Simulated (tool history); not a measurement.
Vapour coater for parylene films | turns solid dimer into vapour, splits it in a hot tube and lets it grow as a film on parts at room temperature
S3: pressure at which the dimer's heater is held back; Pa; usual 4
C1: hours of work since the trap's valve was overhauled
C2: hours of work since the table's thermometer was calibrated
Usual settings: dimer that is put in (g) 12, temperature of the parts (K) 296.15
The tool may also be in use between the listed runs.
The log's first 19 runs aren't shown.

Run 20, day 49.712: usual settings but temperature of the parts (K) 301.15; C1 228; C2 1623. Result: thickness of the film (um) 3.42.
At day 49.979: table's thermometer calibrated.
Run 21, day 51.646: usual settings but temperature of the parts (K) 301.15; C1 246; C2 16. Result: thickness of the film (um) 3.36.
At day 53.246: trap's valve overhauled.
Run 22, day 53.612: usual settings but dimer that is put in (g) 17, temperature of the parts (K) 301.15; C1 4; C2 34. Result: thickness of the film (um) 5.13.
Run 23, day 55.158: usual settings but dimer that is put in (g) 6, temperature of the parts (K) 291.15, S3 2.52 Pa; C1 19; C2 49. Result: thickness of the film (um) 2.46.
Run 24, day 58.075: usual settings but dimer that is put in (g) 14, temperature of the parts (K) 293.15; C1 48; C2 78. Result: thickness of the film (um) 5.15.
Run 25, day 59.871: usual settings but dimer that is put in (g) 6, temperature of the parts (K) 291.15; C1 65; C2 96. Result: thickness of the film (um) 2.31.
At day 62.067: table's thermometer calibrated, once more.
Run 26, day 62.867: usual settings but dimer that is put in (g) 7, temperature of the parts (K) 291.15, S3 7.24 Pa; C1 94; C2 8. Result: thickness of the film (um) 2.71.
Run 27, day 65.179: usual settings but dimer that is put in (g) 6, temperature of the parts (K) 290.15, S3 2.04 Pa; C1 117; C2 31. Result: thickness of the film (um) 2.55.
Run 28, day 67.908: usual settings but dimer that is put in (g) 21, temperature of the parts (K) 302.15, S3 2.54 Pa; C1 144; C2 57. Result: thickness of the film (um) 6.58.
Run 29, day 70.108: usual settings but dimer that is put in (g) 21, temperature of the parts (K) 302.15, S3 2.54 Pa; C1 165; C2 79. Result: thickness of the film (um) 6.39.
Run 30, day 73.742: usual settings but dimer that is put in (g) 16, temperature of the parts (K) 306.15, S3 4.17 Pa; C1 201; C2 115. Result: thickness of the film (um) 4.17.
Run 31, day 77.008: usual settings but dimer that is put in (g) 17, temperature of the parts (K) 289.15, S3 4.17 Pa; C1 233; C2 147. Result: thickness of the film (um) 6.91.
At day 79.912: trap's valve overhauled.
Run 32, day 79.975: usual settings but S3 4.48 Pa; C1 1; C2 175. Result: thickness of the film (um) 4.3.
Run 33, day 83.338: usual settings but S3 4.48 Pa; C1 34; C2 208. Result: thickness of the film (um) 4.23.
Run 34, day 86.312: usual settings but temperature of the parts (K) 299.15, S3 8.79 Pa; C1 63; C2 237. Result: thickness of the film (um) 3.66.
Run 35, day 89.8: usual settings but temperature of the parts (K) 299.15, S3 4.66 Pa; C1 97; C2 271. Result: thickness of the film (um) 3.83.

Run 36 comes next. What will it give?
Run 36, day 91.479: usual settings but dimer that is put in (g) 7, temperature of the parts (K) 307.15, S3 2.5 Pa; C1 114; C2 288. Result: thickness of the film (um) ?.

thickness of the film (um): 1.9
Without the tool's hidden state the same run would have given thickness of the film (um) 1.99.
